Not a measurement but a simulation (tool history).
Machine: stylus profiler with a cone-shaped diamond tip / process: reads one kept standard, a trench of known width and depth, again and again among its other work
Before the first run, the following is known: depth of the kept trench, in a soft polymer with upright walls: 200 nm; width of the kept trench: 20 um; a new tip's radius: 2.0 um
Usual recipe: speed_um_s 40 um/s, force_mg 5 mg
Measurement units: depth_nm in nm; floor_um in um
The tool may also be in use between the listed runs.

run 1 day=0 | speed_um_s=40 force_mg=5 | depth_nm=202.26 floor_um=18.13
run 2 day=1.504 | speed_um_s=64 force_mg=5 | depth_nm=202.26 floor_um=18.13
run 3 day=3.242 | speed_um_s=112 force_mg=5 | depth_nm=202.14 floor_um=18.04
run 4 day=5.788 | speed_um_s=25 force_mg=5 | depth_nm=202.09 floor_um=18.16
run 5 day=7.512 | speed_um_s=25 force_mg=5 | depth_nm=202.3 floor_um=18.17
run 6 day=9.983 | speed_um_s=25 force_mg=5 | depth_nm=202.25 floor_um=18.15
run 7 day=12.342 | speed_um_s=40 force_mg=1.76 | depth_nm=201.02 floor_um=18.12
run 8 day=13.9 | speed_um_s=40 force_mg=1.98 | depth_nm=201.26 floor_um=18.06
run 9 day=16.492 | speed_um_s=40 force_mg=1.98 | depth_nm=201.13 floor_um=18.12
run 10 day=17.696 | speed_um_s=40 force_mg=1.98 | depth_nm=201.03 floor_um=18.11
run 11 day=19.062 | speed_um_s=40 force_mg=1.98 | depth_nm=201.1 floor_um=18.11
run 12 day=21.483 | speed_um_s=40 force_mg=1.98 | depth_nm=201.13 floor_um=18.14
run 13 day=23.95 | speed_um_s=40 force_mg=1.98 | depth_nm=201.19 floor_um=18.06
run 14 day=25.888 | speed_um_s=40 force_mg=1.98 | depth_nm=201.03 floor_um=18.06
run 15 day=27.529 | speed_um_s=40 force_mg=1.98 | depth_nm=200.97 floor_um=18.06
run 16 day=28.958 | speed_um_s=40 force_mg=1.98 | depth_nm=200.97 floor_um=18.06
run 17 day=31.633 | speed_um_s=40 force_mg=1.98 | depth_nm=201.04 floor_um=18.1
run 18 day=33.992 | speed_um_s=40 force_mg=1.98 | depth_nm=201.03 floor_um=18.03
run 19 day=36.167 | speed_um_s=40 force_mg=1.98 | depth_nm=201.07 floor_um=18.12
run 20 day=38.392 | speed_um_s=40 force_mg=1.98 | depth_nm=201.02 floor_um=18.06
run 21 day=40.629 | speed_um_s=40 force_mg=1.98 | depth_nm=200.94 floor_um=18.03
run 22 day=42.929 | speed_um_s=40 force_mg=1.98 | depth_nm=200.84 floor_um=18.1
run 23 day=45.104 | speed_um_s=40 force_mg=5 | depth_nm=202.08 floor_um=18.09
run 24 day=47.758 | speed_um_s=40 force_mg=3.99 | depth_nm=201.75 floor_um=18.06
run 25 day=49.804 | speed_um_s=14 force_mg=2.04 | depth_nm=201 floor_um=18.09
run 26 day=52.546 | speed_um_s=115 force_mg=12.5 | depth_nm=204.2 floor_um=18.03
run 27 day=53.883 | speed_um_s=14 force_mg=7.04 | depth_nm=202.78 floor_um=18.14
run 28 day=55.779 | speed_um_s=40 force_mg=4.16 | depth_nm=201.92 floor_um=18.07
run 29 day=57.408 | speed_um_s=40 force_mg=4.16 | depth_nm=201.8 floor_um=18.03
run 30 day=59.192 | speed_um_s=35 force_mg=5 | depth_nm=202.27 floor_um=18.09
run 31 day=60.421 | speed_um_s=40 force_mg=8.09 | depth_nm=202.86 floor_um=18.02
run 32 day=61.546 | speed_um_s=20 force_mg=9.29 | depth_nm=203.46 floor_um=18.05
run 33 day=64.075 | speed_um_s=20 force_mg=9.29 | depth_nm=203.42 floor_um=18.08
run 34 day=66.296 | speed_um_s=26 force_mg=2 | depth_nm=200.95 floor_um=18.06
run 35 day=68.021 | speed_um_s=83 force_mg=3.15 | depth_nm=201.54 floor_um=18
run 36 day=70.783 | speed_um_s=83 force_mg=3.15 | depth_nm=201.25 floor_um=17.95
run 37 day=71.954 | speed_um_s=114 force_mg=6.89 | depth_nm=202.74 floor_um=17.94
run 38 day=74.371 | speed_um_s=114 force_mg=7.76 | depth_nm=202.68 floor_um=17.95
run 39 day=76.988 | speed_um_s=15 force_mg=2.94 | depth_nm=201.35 floor_um=18.11
run 40 day=78.9 | speed_um_s=20 force_mg=8.41 | depth_nm=203.01 floor_um=18.03
run 41 day=81.383 | speed_um_s=20 force_mg=8.41 | depth_nm=202.9 floor_um=18.07
run 42 day=82.5 | speed_um_s=39 force_mg=11.68 | depth_nm=203.76 floor_um=18.04
run 43 day=83.929 | speed_um_s=34 force_mg=2.67 | depth_nm=201.19 floor_um=18
run 44 day=85.7 | speed_um_s=33 force_mg=2.17 | depth_nm=201.02 floor_um=17.97
run 45 day=87.638 | speed_um_s=11 force_mg=2.17 | depth_nm=200.96 floor_um=17.99
run 46 day=89.696 | speed_um_s=66 force_mg=10.09 | depth_nm=203.55 floor_um=18

What would each run have given without the hidden state, its run-to-run variation left as it was?
Hidden state at play: radius of the tip, um; height scale over the true one, %; drift of the gauge itself on depth_nm, %; drift of the gauge itself on floor_um, %.
run=1 depth_nm=202.43 floor_um=18.17
run=2 depth_nm=202.43 floor_um=18.16
run=3 depth_nm=202.32 floor_um=18.08
run=4 depth_nm=202.28 floor_um=18.21
run=5 depth_nm=202.49 floor_um=18.22
run=6 depth_nm=202.45 floor_um=18.2
run=7 depth_nm=201.22 floor_um=18.17
run=8 depth_nm=201.47 floor_um=18.12
run=9 depth_nm=201.34 floor_um=18.18
run=10 depth_nm=201.25 floor_um=18.18
run=11 depth_nm=201.32 floor_um=18.17
run=12 depth_nm=201.36 floor_um=18.21
run=13 depth_nm=201.43 floor_um=18.14
run=14 depth_nm=201.28 floor_um=18.14
run=15 depth_nm=201.22 floor_um=18.14
run=16 depth_nm=201.22 floor_um=18.14
run=17 depth_nm=201.31 floor_um=18.19
run=18 depth_nm=201.3 floor_um=18.13
run=19 depth_nm=201.34 floor_um=18.22
run=20 depth_nm=201.31 floor_um=18.16
run=21 depth_nm=201.23 floor_um=18.13
run=22 depth_nm=201.14 floor_um=18.21
run=23 depth_nm=202.39 floor_um=18.2
run=24 depth_nm=202.06 floor_um=18.17
run=25 depth_nm=201.32 floor_um=18.21
run=26 depth_nm=204.53 floor_um=18.16
run=27 depth_nm=203.12 floor_um=18.27
run=28 depth_nm=202.26 floor_um=18.2
run=29 depth_nm=202.14 floor_um=18.16
run=30 depth_nm=202.62 floor_um=18.22
run=31 depth_nm=203.22 floor_um=18.16
run=32 depth_nm=203.81 floor_um=18.19
run=33 depth_nm=203.79 floor_um=18.22
run=34 depth_nm=201.32 floor_um=18.21
run=35 depth_nm=201.91 floor_um=18.16
run=36 depth_nm=201.64 floor_um=18.1
run=37 depth_nm=203.13 floor_um=18.09
run=38 depth_nm=203.07 floor_um=18.12
run=39 depth_nm=201.76 floor_um=18.28
run=40 depth_nm=203.42 floor_um=18.2
run=41 depth_nm=203.31 floor_um=18.25
run=42 depth_nm=204.19 floor_um=18.21
run=43 depth_nm=201.61 floor_um=18.18
run=44 depth_nm=201.45 floor_um=18.15
run=45 depth_nm=201.39 floor_um=18.17
run=46 depth_nm=203.99 floor_um=18.18
